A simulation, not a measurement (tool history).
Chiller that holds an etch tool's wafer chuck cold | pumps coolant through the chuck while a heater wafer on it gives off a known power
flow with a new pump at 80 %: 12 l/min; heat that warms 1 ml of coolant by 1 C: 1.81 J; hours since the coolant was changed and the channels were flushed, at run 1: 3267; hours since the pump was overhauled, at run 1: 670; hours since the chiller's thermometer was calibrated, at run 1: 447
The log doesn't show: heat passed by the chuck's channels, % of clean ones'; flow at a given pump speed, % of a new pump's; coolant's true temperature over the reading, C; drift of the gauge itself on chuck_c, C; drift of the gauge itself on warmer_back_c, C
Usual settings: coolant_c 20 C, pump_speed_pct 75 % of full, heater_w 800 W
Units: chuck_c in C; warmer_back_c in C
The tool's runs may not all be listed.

| run | hour | coolant_c | pump_speed_pct | heater_w | hours since the coolant was changed and the channels were flushed | hours since the pump was overhauled | hours since the chiller's thermometer was calibrated | chuck_c | warmer_back_c |
|---|---|---|---|---|---|---|---|---|---|
| 1 | 0.0 | 20 | 75 | 800 | 3267 | 670 | 447 | 28.3 | 2.46 |
| 2 | 60.6 | 20 | 75 | 1157 | 3328 | 731 | 508 | 32.1 | 3.50 |
| 3 | 164.3 | 20 | 75 | 858 | 3432 | 835 | 611 | 28.8 | 2.65 |
| 4 | 287.0 | 20 | 75 | 858 | 3554 | 957 | 734 | 29.0 | 2.62 |
| 5 | 408.8 | 20 | 75 | 800 | 3676 | 1079 | 856 | 28.3 | 2.43 |
| 6 | 517.2 | 20 | 75 | 800 | 3785 | 1187 | 964 | 28.4 | 2.43 |
| 7 | 622.1 | 18 | 75 | 800 | 3890 | 1292 | 1069 | 26.4 | 2.44 |
| 8 | 720.4 | 20 | 67 | 800 | 3988 | 1391 | 1167 | 29.1 | 2.75 |
| 9 | 834.2 | 20 | 67 | 800 | 4102 | 1504 | 1281 | 29.1 | 2.74 |
| 10 | 943.7 | 20 | 67 | 800 | 4211 | 1614 | 1391 | 29.2 | 2.74 |
| 11 | 1003.4 | 20 | 67 | 800 | 4271 | 1674 | 1450 | 29.0 | 2.79 |
| 12 | 1085.1 | 20 | 67 | 800 | 4353 | 1755 | 1532 | 29.2 | 2.72 |
| 13 | 1148.8 | 20 | 67 | 800 | 4416 | 1819 | 1596 | 29.3 | 2.75 |
| 14 | 1272.8 | 20 | 67 | 800 | 4540 | 1943 | 1720 | 29.2 | 2.73 |
| 15 | 1384.6 | 20 | 67 | 996 | 4652 | 2055 | 1832 | 31.7 | 3.46 |
| 16 | 1464.7 | 11 | 75 | 481 | 4732 | 2135 | 1912 | 16.0 | 1.50 |
| 17 | 1574.9 | 20 | 92 | 619 | 4842 | 2245 | 2022 | 25.8 | 1.57 |
| 18 | 1675.4 | 25 | 66 | 800 | 4943 | 2346 | 2122 | 34.3 | 2.82 |
| 19 | 1766.5 | 17 | 92 | 800 | 5034 | 2437 | 2214 | 24.7 | 1.98 |
| 20 | 1871.6 | 11 | 93 | 618 | 5139 | 2542 | 2319 | 16.5 | 1.54 |
|  | 1902.6 | chiller's thermometer calibrated |
| 21 | 1999.2 | 11 | 93 | 618 | 5266 | 2668 | 97 | 17.1 | 1.55 |
| 22 | 2107.0 | 16 | 68 | 554 | 5373 | 2776 | 204 | 22.7 | 1.89 |
| 23 | 2235.5 | 16 | 68 | 554 | 5502 | 2905 | 333 | 22.6 | 1.92 |
| 24 | 2339.0 | 26 | 97 | 800 | 5605 | 3008 | 436 | 33.7 | 1.89 |

Forecast each of these 5 alternatives for the next run:
| A | 2447.7 | 18 | 79 | 491 | 5714 | 3117 | 545 | ? | ? |
| B | 2447.7 | 27 | 89 | 485 | 5714 | 3117 | 545 | ? | ? |
| C | 2447.7 | 26 | 73 | 400 | 5714 | 3117 | 545 | ? | ? |
| D | 2447.7 | 25 | 80 | 800 | 5714 | 3117 | 545 | ? | ? |
| E | 2447.7 | 19 | 97 | 800 | 5714 | 3117 | 545 | ? | ? |

| run | chuck_c | warmer_back_c |
|---|---|---|
| A | 23.2 | 1.43 |
| B | 32.0 | 1.27 |
| C | 30.6 | 1.28 |
| D | 33.8 | 2.30 |
| E | 26.9 | 1.89 |
Without the tool's hidden state the same runs would have given:
| run | chuck_c | warmer_back_c |
|---|---|---|
| A | 22.3 | 1.36 |
| B | 31.1 | 1.21 |
| C | 29.8 | 1.22 |
| D | 32.1 | 2.18 |
| E | 25.4 | 1.79 |

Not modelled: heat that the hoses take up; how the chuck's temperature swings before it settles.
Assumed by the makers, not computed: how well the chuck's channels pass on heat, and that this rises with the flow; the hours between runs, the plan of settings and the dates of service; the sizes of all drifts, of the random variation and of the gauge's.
